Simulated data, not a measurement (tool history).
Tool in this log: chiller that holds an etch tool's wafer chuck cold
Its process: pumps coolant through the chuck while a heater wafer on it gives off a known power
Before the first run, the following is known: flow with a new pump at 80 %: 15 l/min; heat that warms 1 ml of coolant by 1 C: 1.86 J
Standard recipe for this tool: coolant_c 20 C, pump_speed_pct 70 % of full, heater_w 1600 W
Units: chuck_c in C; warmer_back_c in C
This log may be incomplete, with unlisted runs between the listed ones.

run	hour	coolant_c	pump_speed_pct	heater_w	chuck_c	warmer_back_c
1	0	20	70	1600	30.8	4.14
2	65.8	20	70	1600	31	4.21
3	100.5	20	70	1600	31	4.18
4	130.6	20	70	1849	32.8	4.83
5	165.2	20	70	1849	32.7	4.84
6	229.9	20	70	1849	32.7	4.83
7	271.1	20	70	1849	32.8	4.79
8	328.7	15	70	1600	26	4.24
9	359	20	70	1600	31.1	4.15
10	411.8	20	70	1600	31.1	4.2
11	441.3	20	70	1600	31.1	4.2
12	493	20	70	1600	31	4.16
13	537.6	20	70	1600	30.9	4.25
14	586.4	20	70	1600	31.3	4.23
15	654.8	20	70	1600	31.2	4.25
16	688	20	70	1600	31	4.2
17	750.8	23	75	1289	31.4	3.18
18	781.1	18	73	1079	25	2.71
19	824	14	60	1576	26.6	4.91
20	878.2	16	98	820	19.7	1.56
21	925.3	18	78	1966	30.7	4.69
22	976.7	13	79	1324	21.3	3.13
23	1015	24	62	1549	36.1	4.72
24	1078	20	65	2046	35.6	5.8
25	1119	20	65	2046	35.7	5.94
26	1183.6	11	80	1600	21.1	3.72
27	1247.8	25	80	912	30.5	2.14
28	1277.6	10	70	1585	21.4	4.31
29	1341.8	26	75	2104	40.1	5.2
# hour 1372.3: chiller's thermometer calibrated
30	1412.1	26	75	2104	40.9	5.26
31	1464.3	25	89	2340	39.3	4.93
32	1511.7	20	64	1641	33.5	4.89

Subtracting, for every run, the result it would have given without the tool's unlogged condition from the measured result gives the following. The same run-to-run variation enters both numbers; the gauge's scatter may not:
Hidden state present: heat passed by the chuck's channels, % of clean ones'; flow at a given pump speed, % of a new pump's; coolant's true temperature over the reading, C; drift of the gauge itself on chuck_c, C; drift of the gauge itself on warmer_back_c, C.
run	chuck_c	warmer_back_c
1	+0.1	+0.21
2	+0.2	+0.22
3	+0.1	+0.22
4	+0.3	+0.26
5	+0.3	+0.26
6	+0.3	+0.27
7	+0.3	+0.27
8	+0.2	+0.24
9	+0.2	+0.25
10	+0.3	+0.26
11	+0.3	+0.25
12	+0.2	+0.27
13	+0.3	+0.27
14	+0.3	+0.27
15	+0.4	+0.28
16	+0.3	+0.28
17	+0.1	+0.22
18	+0.1	+0.19
19	+0.5	+0.34
20	-0.2	+0.12
21	+0.5	+0.34
22	+0.2	+0.23
23	+0.6	+0.36
24	+0.9	+0.44
25	+0.9	+0.46
26	+0.4	+0.29
27	+0	+0.18
28	+0.5	+0.35
29	+0.9	+0.43
30	+1.5	+0.45
31	+1.5	+0.43
32	+1.5	+0.43

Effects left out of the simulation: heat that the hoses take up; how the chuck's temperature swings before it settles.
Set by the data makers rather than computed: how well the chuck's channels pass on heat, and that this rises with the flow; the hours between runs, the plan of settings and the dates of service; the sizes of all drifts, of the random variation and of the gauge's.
